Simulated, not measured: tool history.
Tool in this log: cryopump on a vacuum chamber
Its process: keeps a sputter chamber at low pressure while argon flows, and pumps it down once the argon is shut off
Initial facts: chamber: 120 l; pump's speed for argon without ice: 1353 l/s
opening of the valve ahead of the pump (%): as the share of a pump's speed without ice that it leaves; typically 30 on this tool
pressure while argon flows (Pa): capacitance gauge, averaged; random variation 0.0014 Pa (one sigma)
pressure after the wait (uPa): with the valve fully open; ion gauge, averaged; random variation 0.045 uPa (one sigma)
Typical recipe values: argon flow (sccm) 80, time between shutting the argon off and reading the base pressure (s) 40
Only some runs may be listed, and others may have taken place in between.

run	hour	argon flow (sccm)	time between shutting the argon off and reading the base pressure (s)	opening of the valve ahead of the pump (%)	pressure while argon flows (Pa)	pressure after the wait (uPa)
1	0	80	40	30	0.335	3.03
2	89.5	80	40	30	0.34	3.1
3	165.2	80	40	30	0.3397	3.15
4	223.5	80	249	30	0.3417	1.13
5	291.6	80	249	30	0.3406	1.19
6	343.8	80	249	30	0.3455	1.22
7	401.5	80	249	30	0.344	1.19
8	470.5	80	249	30	0.3457	1.29
9	539.5	80	40	30	0.3471	3.32
10	610.4	80	40	30	0.3461	3.49
11	661.1	80	40	30	0.3496	3.51
12	736.2	80	40	30	0.3484	3.37
13	798.4	80	40	30	0.3516	3.49
14	876.6	80	40	30	0.3522	3.59
15	925.3	80	40	33	0.321	3.6
16	964.4	80	54	30	0.3512	3.03
17	1044.7	80	40	30	0.3537	3.75
# hour 1125.9: pump warmed up, emptied and cooled again
18	1131.9	80	28	20	0.5023	4.5
19	1168.3	91	49	20	0.5722	3.15
20	1225.3	91	49	23	0.5	3.07
21	1294	72	108	46	0.2017	2.22
22	1360.8	72	108	46	0.2014	2.13
23	1409.5	79	75	15	0.6707	2.64
24	1457.8	132	121	26	0.6489	2.09
25	1520.1	132	121	26	0.6472	2.18
26	1578.6	123	105	18	0.8753	2.36
27	1636.8	38	63	37	0.134	3.02
28	1699.5	38	63	37	0.1351	3.01
29	1736.9	93	56	19	0.626	3.26
30	1822.8	93	56	53	0.2367	3.4
31	1898.8	43	55	21	0.2648	3.41
32	1947.9	43	55	21	0.2653	3.45
33	2011	43	55	21	0.2661	3.46

Consider 5 possible next runs. They are alternatives, not a sequence: every one starts from the tool as it was left by run 33. What does each give?
A	2049.5	96	165	60	?	?
B	2049.5	106	126	47	?	?
C	2049.5	80	40	40	?	?
D	2049.5	112	76	21	?	?
E	2049.5	50	55	21	?	?

run	pressure while argon flows (Pa)	pressure after the wait (uPa)
A	0.2224	2.38
B	0.3037	2.57
C	0.2674	4.2
D	0.6937	3.08
E	0.3076	3.58
Without the tool's unlogged condition, the same runs would have read:
run	pressure while argon flows (Pa)	pressure after the wait (uPa)
A	0.2003	0.81
B	0.2795	1
C	0.249	2.64
D	0.6678	1.5
E	0.2961	2

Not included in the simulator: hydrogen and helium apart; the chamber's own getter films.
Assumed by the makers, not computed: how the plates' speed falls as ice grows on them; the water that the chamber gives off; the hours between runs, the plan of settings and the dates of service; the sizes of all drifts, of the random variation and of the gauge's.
